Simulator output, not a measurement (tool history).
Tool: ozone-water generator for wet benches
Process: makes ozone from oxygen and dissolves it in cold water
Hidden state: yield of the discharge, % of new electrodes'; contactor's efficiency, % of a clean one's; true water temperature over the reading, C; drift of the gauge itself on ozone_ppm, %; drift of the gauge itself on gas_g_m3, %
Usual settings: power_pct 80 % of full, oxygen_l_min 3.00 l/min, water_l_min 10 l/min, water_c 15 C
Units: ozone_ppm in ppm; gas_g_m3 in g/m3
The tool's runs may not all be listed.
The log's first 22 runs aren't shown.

| run | hour | power_pct | oxygen_l_min | water_l_min | water_c | hours of work since the electrodes were changed | hours of work since the contactor was cleaned | hours of work since the thermometer was calibrated | ozone_ppm | gas_g_m3 |
|---|---|---|---|---|---|---|---|---|---|---|
| 23 | 743.8 | 61 | 1.81 | 10 | 13 | 964 | 1722 | 4853 | 29.3 | 304.7 |
| 24 | 772.2 | 61 | 1.84 | 10 | 13 | 986 | 1744 | 4875 | 29.1 | 303.7 |
| 25 | 811.2 | 61 | 1.84 | 10 | 13 | 1017 | 1775 | 4906 | 29.3 | 301.8 |
| 26 | 853.3 | 49 | 4.11 | 6 | 19 | 1050 | 1808 | 4939 | 28.5 | 159.4 |
| 27 | 885.4 | 80 | 3.00 | 13 | 8 | 1076 | 1833 | 4965 | 32.5 | 286.6 |
| 28 | 912.3 | 80 | 1.99 | 10 | 15 | 1097 | 1855 | 4986 | 35.7 | 358.0 |
| 29 | 943.8 | 80 | 1.52 | 14 | 10 | 1122 | 1880 | 5011 | 26.7 | 416.3 |
| 30 | 990.9 | 80 | 1.52 | 7 | 10 | 1159 | 1917 | 5048 | 49.2 | 417.6 |
| 31 | 1027.9 | 80 | 3.57 | 7 | 17 | 1188 | 1946 | 5077 | 42.6 | 255.4 |
| 32 | 1050.4 | 80 | 4.95 | 7 | 15 | 1206 | 1964 | 5095 | 41.4 | 213.2 |

5 ways to go on from here, each from the tool as it stands after run 32. What would each give?
| A | 1073.7 | 80 | 2.80 | 7 | 17 | 1225 | 1982 | 5113 | ? | ? |
| B | 1073.7 | 80 | 2.43 | 10 | 16 | 1225 | 1982 | 5113 | ? | ? |
| C | 1073.7 | 58 | 4.95 | 7 | 15 | 1225 | 1982 | 5113 | ? | ? |
| D | 1073.7 | 47 | 3.72 | 7 | 19 | 1225 | 1982 | 5113 | ? | ? |
| E | 1073.7 | 44 | 2.92 | 13 | 15 | 1225 | 1982 | 5113 | ? | ? |

| run | ozone_ppm | gas_g_m3 |
|---|---|---|
| A | 44.1 | 294.0 |
| B | 36.1 | 321.1 |
| C | 32.0 | 163.7 |
| D | 26.4 | 165.0 |
| E | 18.6 | 178.4 |
Without the tool's hidden state the same runs would have given:
| run | ozone_ppm | gas_g_m3 |
|---|---|---|
| A | 44.2 | 300.2 |
| B | 36.1 | 327.9 |
| C | 32.0 | 167.1 |
| D | 26.4 | 168.5 |
| E | 18.7 | 182.2 |
